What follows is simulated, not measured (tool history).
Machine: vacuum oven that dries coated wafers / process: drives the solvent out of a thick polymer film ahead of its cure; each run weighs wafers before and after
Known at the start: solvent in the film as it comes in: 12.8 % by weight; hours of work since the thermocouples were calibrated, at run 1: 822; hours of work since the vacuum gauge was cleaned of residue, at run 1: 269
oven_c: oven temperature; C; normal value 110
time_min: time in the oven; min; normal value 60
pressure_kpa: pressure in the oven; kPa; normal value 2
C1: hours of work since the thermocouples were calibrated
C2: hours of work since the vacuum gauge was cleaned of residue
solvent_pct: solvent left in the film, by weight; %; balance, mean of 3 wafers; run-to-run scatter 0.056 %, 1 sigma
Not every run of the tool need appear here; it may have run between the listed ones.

{"run": 1, "hour": 0.0, "oven_c": 110, "time_min": 60, "pressure_kpa": 2, "C1": 822, "C2": 269, "solvent_pct": 3.71}
{"run": 2, "hour": 21.6, "oven_c": 110, "time_min": 60, "pressure_kpa": 2, "C1": 832, "C2": 279, "solvent_pct": 3.69}
{"run": 3, "hour": 31.8, "oven_c": 118, "time_min": 60, "pressure_kpa": 2, "C1": 837, "C2": 284, "solvent_pct": 2.02}
{"run": 4, "hour": 47.2, "oven_c": 118, "time_min": 60, "pressure_kpa": 2, "C1": 844, "C2": 292, "solvent_pct": 2.08}
{"run": 5, "hour": 65.8, "oven_c": 96, "time_min": 60, "pressure_kpa": 2, "C1": 853, "C2": 301, "solvent_pct": 7}
{"run": 6, "hour": 76.6, "oven_c": 110, "time_min": 91, "pressure_kpa": 2, "C1": 859, "C2": 306, "solvent_pct": 2.37}
{"run": 7, "hour": 94.4, "oven_c": 110, "time_min": 91, "pressure_kpa": 2, "C1": 867, "C2": 314, "solvent_pct": 2.41}
{"run": 8, "hour": 117.0, "oven_c": 110, "time_min": 60, "pressure_kpa": 1.96, "C1": 878, "C2": 325, "solvent_pct": 3.68}
{"run": 9, "hour": 129.5, "oven_c": 107, "time_min": 60, "pressure_kpa": 2, "C1": 884, "C2": 331, "solvent_pct": 4.3}
{"run": 10, "hour": 152.0, "oven_c": 110, "time_min": 60, "pressure_kpa": 2, "C1": 895, "C2": 342, "solvent_pct": 3.68}
{"run": 11, "hour": 166.4, "oven_c": 110, "time_min": 60, "pressure_kpa": 2, "C1": 902, "C2": 349, "solvent_pct": 3.68}
{"run": 12, "hour": 186.6, "oven_c": 110, "time_min": 60, "pressure_kpa": 2, "C1": 912, "C2": 359, "solvent_pct": 3.63}
{"run": 13, "hour": 206.5, "oven_c": 110, "time_min": 60, "pressure_kpa": 5.91, "C1": 921, "C2": 369, "solvent_pct": 5.44}
{"run": 14, "hour": 221.3, "oven_c": 110, "time_min": 60, "pressure_kpa": 2, "C1": 929, "C2": 376, "solvent_pct": 3.75}
{"run": 15, "hour": 238.4, "oven_c": 110, "time_min": 60, "pressure_kpa": 2, "C1": 937, "C2": 384, "solvent_pct": 3.69}
{"run": 16, "hour": 250.5, "oven_c": 117, "time_min": 60, "pressure_kpa": 5.42, "C1": 943, "C2": 390, "solvent_pct": 3.7}
{"run": 17, "hour": 267.7, "oven_c": 103, "time_min": 71, "pressure_kpa": 4.75, "C1": 951, "C2": 398, "solvent_pct": 6.07}
{"run": 18, "hour": 277.4, "oven_c": 110, "time_min": 106, "pressure_kpa": 1.82, "C1": 956, "C2": 403, "solvent_pct": 1.97}
{"run": 19, "hour": 292.4, "oven_c": 114, "time_min": 106, "pressure_kpa": 1.82, "C1": 963, "C2": 410, "solvent_pct": 1.43}
{"run": 20, "hour": 313.3, "oven_c": 124, "time_min": 89, "pressure_kpa": 2.93, "C1": 973, "C2": 420, "solvent_pct": 1.24}
{"run": 21, "hour": 324.9, "oven_c": 124, "time_min": 89, "pressure_kpa": 2.93, "C1": 979, "C2": 426, "solvent_pct": 1.24}
{"run": 22, "hour": 336.8, "oven_c": 110, "time_min": 56, "pressure_kpa": 6.76, "C1": 985, "C2": 432, "solvent_pct": 6.04}
{"run": 23, "hour": 354.8, "oven_c": 110, "time_min": 56, "pressure_kpa": 6.76, "C1": 993, "C2": 440, "solvent_pct": 6}
{"run": 24, "hour": 377.2, "oven_c": 110, "time_min": 47, "pressure_kpa": 7.03, "C1": 1004, "C2": 451, "solvent_pct": 6.52}
{"run": 25, "hour": 390.9, "oven_c": 110, "time_min": 85, "pressure_kpa": 2, "C1": 1011, "C2": 458, "solvent_pct": 2.59}
{"run": 26, "hour": 409.5, "oven_c": 111, "time_min": 70, "pressure_kpa": 6.14, "C1": 1020, "C2": 467, "solvent_pct": 4.97}
{"run": 27, "hour": 431.8, "oven_c": 112, "time_min": 81, "pressure_kpa": 1.76, "C1": 1030, "C2": 478, "solvent_pct": 2.3}
{"run": 28, "hour": 450.7, "oven_c": 112, "time_min": 81, "pressure_kpa": 1.76, "C1": 1040, "C2": 487, "solvent_pct": 2.23}
{"hour": 465.4, "done": "oven's thermocouples calibrated"}
{"run": 29, "hour": 466.2, "oven_c": 112, "time_min": 68, "pressure_kpa": 1.08, "C1": 0, "C2": 493, "solvent_pct": 2.33}

Below are 5 alternative next runs, each starting from the tool's condition after run 29. Predict each:
{"run": "A", "hour": 476.5, "oven_c": 98, "time_min": 64, "pressure_kpa": 1.08, "C1": 5, "C2": 498, "solvent_pct": "?"}
{"run": "B", "hour": 476.5, "oven_c": 110, "time_min": 77, "pressure_kpa": 2, "C1": 5, "C2": 498, "solvent_pct": "?"}
{"run": "C", "hour": 476.5, "oven_c": 118, "time_min": 39, "pressure_kpa": 4.51, "C1": 5, "C2": 498, "solvent_pct": "?"}
{"run": "D", "hour": 476.5, "oven_c": 112, "time_min": 68, "pressure_kpa": 1.6, "C1": 5, "C2": 498, "solvent_pct": "?"}
{"run": "E", "hour": 476.5, "oven_c": 112, "time_min": 32, "pressure_kpa": 1.08, "C1": 5, "C2": 498, "solvent_pct": "?"}

run=A solvent_pct=5.87
run=B solvent_pct=3.01
run=C solvent_pct=4.18
run=D solvent_pct=2.68
run=E solvent_pct=5.05
What these runs would have given with no unlogged condition in the tool:
run=A solvent_pct=5.86
run=B solvent_pct=3
run=C solvent_pct=4.17
run=D solvent_pct=2.67
run=E solvent_pct=5.04
